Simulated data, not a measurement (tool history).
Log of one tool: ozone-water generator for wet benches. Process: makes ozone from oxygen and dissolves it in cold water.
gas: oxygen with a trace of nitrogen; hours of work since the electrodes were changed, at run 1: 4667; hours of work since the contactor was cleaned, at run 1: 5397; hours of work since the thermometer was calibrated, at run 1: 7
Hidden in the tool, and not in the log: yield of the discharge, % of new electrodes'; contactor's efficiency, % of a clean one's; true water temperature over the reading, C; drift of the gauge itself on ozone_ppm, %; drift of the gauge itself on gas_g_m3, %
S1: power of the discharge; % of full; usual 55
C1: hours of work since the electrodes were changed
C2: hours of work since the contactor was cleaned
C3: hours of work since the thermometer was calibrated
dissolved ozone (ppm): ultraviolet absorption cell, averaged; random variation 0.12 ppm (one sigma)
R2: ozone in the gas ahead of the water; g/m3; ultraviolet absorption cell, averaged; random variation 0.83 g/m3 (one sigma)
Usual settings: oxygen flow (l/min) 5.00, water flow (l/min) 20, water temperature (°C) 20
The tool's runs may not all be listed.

run 1 hour=0.0 | S1=55 oxygen_flow_(l/min)=5.00 water_flow_(l/min)=20 water_temperature_(°C)=20 | C1=4667 C2=5397 C3=7 | dissolved_ozone_(ppm)=13.9 R2=131.0
run 2 hour=103.8 | S1=55 oxygen_flow_(l/min)=5.00 water_flow_(l/min)=20 water_temperature_(°C)=20 | C1=4747 C2=5477 C3=87 | dissolved_ozone_(ppm)=13.9 R2=133.0
run 3 hour=230.7 | S1=55 oxygen_flow_(l/min)=5.00 water_flow_(l/min)=20 water_temperature_(°C)=20 | C1=4845 C2=5574 C3=184 | dissolved_ozone_(ppm)=13.9 R2=131.9
run 4 hour=387.3 | S1=97 oxygen_flow_(l/min)=5.00 water_flow_(l/min)=20 water_temperature_(°C)=20 | C1=4965 C2=5695 C3=305 | dissolved_ozone_(ppm)=18.8 R2=176.9
run 5 hour=479.8 | S1=97 oxygen_flow_(l/min)=5.00 water_flow_(l/min)=20 water_temperature_(°C)=20 | C1=5036 C2=5766 C3=376 | dissolved_ozone_(ppm)=18.7 R2=178.3
run 6 hour=584.4 | S1=97 oxygen_flow_(l/min)=5.00 water_flow_(l/min)=20 water_temperature_(°C)=20 | C1=5117 C2=5846 C3=456 | dissolved_ozone_(ppm)=18.6 R2=176.6
run 7 hour=679.0 | S1=97 oxygen_flow_(l/min)=5.00 water_flow_(l/min)=20 water_temperature_(°C)=20 | C1=5189 C2=5919 C3=529 | dissolved_ozone_(ppm)=18.7 R2=179.4
run 8 hour=822.3 | S1=55 oxygen_flow_(l/min)=5.00 water_flow_(l/min)=20 water_temperature_(°C)=20 | C1=5299 C2=6029 C3=639 | dissolved_ozone_(ppm)=13.8 R2=132.8
run 9 hour=941.3 | S1=55 oxygen_flow_(l/min)=5.00 water_flow_(l/min)=15 water_temperature_(°C)=20 | C1=5391 C2=6121 C3=731 | dissolved_ozone_(ppm)=16.8 R2=132.6
run 10 hour=1106.1 | S1=55 oxygen_flow_(l/min)=5.00 water_flow_(l/min)=25 water_temperature_(°C)=20 | C1=5518 C2=6247 C3=857 | dissolved_ozone_(ppm)=11.8 R2=132.7
run 11 hour=1231.4 | S1=81 oxygen_flow_(l/min)=5.00 water_flow_(l/min)=20 water_temperature_(°C)=20 | C1=5614 C2=6344 C3=954 | dissolved_ozone_(ppm)=17.2 R2=163.6
run 12 hour=1304.6 | S1=81 oxygen_flow_(l/min)=5.00 water_flow_(l/min)=20 water_temperature_(°C)=20 | C1=5670 C2=6400 C3=1010 | dissolved_ozone_(ppm)=17.1 R2=161.8
run 13 hour=1403.4 | S1=81 oxygen_flow_(l/min)=5.00 water_flow_(l/min)=20 water_temperature_(°C)=20 | C1=5746 C2=6476 C3=1086 | dissolved_ozone_(ppm)=17.0 R2=160.1
run 14 hour=1472.9 | S1=55 oxygen_flow_(l/min)=5.00 water_flow_(l/min)=20 water_temperature_(°C)=20 | C1=5800 C2=6529 C3=1139 | dissolved_ozone_(ppm)=14.0 R2=133.1
run 15 hour=1584.7 | S1=55 oxygen_flow_(l/min)=5.00 water_flow_(l/min)=20 water_temperature_(°C)=20 | C1=5886 C2=6615 C3=1225 | dissolved_ozone_(ppm)=14.0 R2=133.1
run 16 hour=1677.0 | S1=55 oxygen_flow_(l/min)=5.00 water_flow_(l/min)=13 water_temperature_(°C)=20 | C1=5957 C2=6686 C3=1296 | dissolved_ozone_(ppm)=18.1 R2=132.0
run 17 hour=1842.1 | S1=92 oxygen_flow_(l/min)=6.97 water_flow_(l/min)=20 water_temperature_(°C)=20 | C1=6083 C2=6813 C3=1423 | dissolved_ozone_(ppm)=18.5 R2=150.5
run 18 hour=1980.5 | S1=92 oxygen_flow_(l/min)=6.97 water_flow_(l/min)=27 water_temperature_(°C)=14 | C1=6190 C2=6920 C3=1530 | dissolved_ozone_(ppm)=16.7 R2=149.6
run 19 hour=2118.9 | S1=43 oxygen_flow_(l/min)=8.73 water_flow_(l/min)=20 water_temperature_(°C)=19 | C1=6296 C2=7026 C3=1636 | dissolved_ozone_(ppm)=12.7 R2=90.9
run 20 hour=2212.8 | S1=80 oxygen_flow_(l/min)=6.83 water_flow_(l/min)=17 water_temperature_(°C)=19 | C1=6368 C2=7098 C3=1708 | dissolved_ozone_(ppm)=19.5 R2=140.7
run 21 hour=2371.9 | S1=50 oxygen_flow_(l/min)=7.71 water_flow_(l/min)=22 water_temperature_(°C)=12 | C1=6491 C2=7221 C3=1830 | dissolved_ozone_(ppm)=14.4 R2=103.1
run 22 hour=2500.5 | S1=41 oxygen_flow_(l/min)=3.98 water_flow_(l/min)=12 water_temperature_(°C)=22 | C1=6590 C2=7320 C3=1929 | dissolved_ozone_(ppm)=15.9 R2=125.4
-- hour=2521.3 contactor cleaned
run 23 hour=2576.3 | S1=55 oxygen_flow_(l/min)=4.47 water_flow_(l/min)=13 water_temperature_(°C)=20 | C1=6645 C2=42 C3=1985 | dissolved_ozone_(ppm)=18.3 R2=139.4
run 24 hour=2699.2 | S1=69 oxygen_flow_(l/min)=6.18 water_flow_(l/min)=23 water_temperature_(°C)=21 | C1=6739 C2=137 C3=2079 | dissolved_ozone_(ppm)=14.3 R2=134.2
run 25 hour=2804.1 | S1=69 oxygen_flow_(l/min)=6.18 water_flow_(l/min)=23 water_temperature_(°C)=21 | C1=6820 C2=217 C3=2160 | dissolved_ozone_(ppm)=14.3 R2=135.7
run 26 hour=2879.3 | S1=55 oxygen_flow_(l/min)=8.28 water_flow_(l/min)=20 water_temperature_(°C)=20 | C1=6878 C2=275 C3=2217 | dissolved_ozone_(ppm)=14.2 R2=105.5
run 27 hour=3022.2 | S1=77 oxygen_flow_(l/min)=2.88 water_flow_(l/min)=20 water_temperature_(°C)=19 | C1=6988 C2=385 C3=2327 | dissolved_ozone_(ppm)=15.1 R2=201.3
run 28 hour=3157.9 | S1=53 oxygen_flow_(l/min)=5.12 water_flow_(l/min)=22 water_temperature_(°C)=15 | C1=7092 C2=489 C3=2432 | dissolved_ozone_(ppm)=13.6 R2=128.3
run 29 hour=3255.0 | S1=53 oxygen_flow_(l/min)=5.12 water_flow_(l/min)=22 water_temperature_(°C)=15 | C1=7167 C2=564 C3=2506 | dissolved_ozone_(ppm)=13.7 R2=127.6
run 30 hour=3351.3 | S1=76 oxygen_flow_(l/min)=8.95 water_flow_(l/min)=16 water_temperature_(°C)=25 | C1=7241 C2=638 C3=2580 | dissolved_ozone_(ppm)=16.8 R2=120.2
run 31 hour=3451.5 | S1=52 oxygen_flow_(l/min)=8.95 water_flow_(l/min)=16 water_temperature_(°C)=25 | C1=7318 C2=715 C3=2657 | dissolved_ozone_(ppm)=13.9 R2=99.7
run 32 hour=3530.3 | S1=55 oxygen_flow_(l/min)=5.00 water_flow_(l/min)=18 water_temperature_(°C)=19 | C1=7378 C2=776 C3=2718 | dissolved_ozone_(ppm)=15.2 R2=131.9

Forecast each of these 3 alternatives for the next run:
run A hour=3601.3 | S1=55 oxygen_flow_(l/min)=8.57 water_flow_(l/min)=17 water_temperature_(°C)=19 | C1=7433 C2=830 C3=2773 | dissolved_ozone_(ppm)=? R2=?
run B hour=3601.3 | S1=55 oxygen_flow_(l/min)=5.00 water_flow_(l/min)=23 water_temperature_(°C)=20 | C1=7433 C2=830 C3=2773 | dissolved_ozone_(ppm)=? R2=?
run C hour=3601.3 | S1=55 oxygen_flow_(l/min)=2.84 water_flow_(l/min)=21 water_temperature_(°C)=20 | C1=7433 C2=830 C3=2773 | dissolved_ozone_(ppm)=? R2=?

run=A dissolved_ozone_(ppm)=15.9 R2=106.0
run=B dissolved_ozone_(ppm)=12.6 R2=130.8
run=C dissolved_ozone_(ppm)=12.0 R2=170.6
Without the tool's hidden state the same runs would have given:
run=A dissolved_ozone_(ppm)=15.9 R2=106.1
run=B dissolved_ozone_(ppm)=12.6 R2=130.9
run=C dissolved_ozone_(ppm)=12.0 R2=170.8
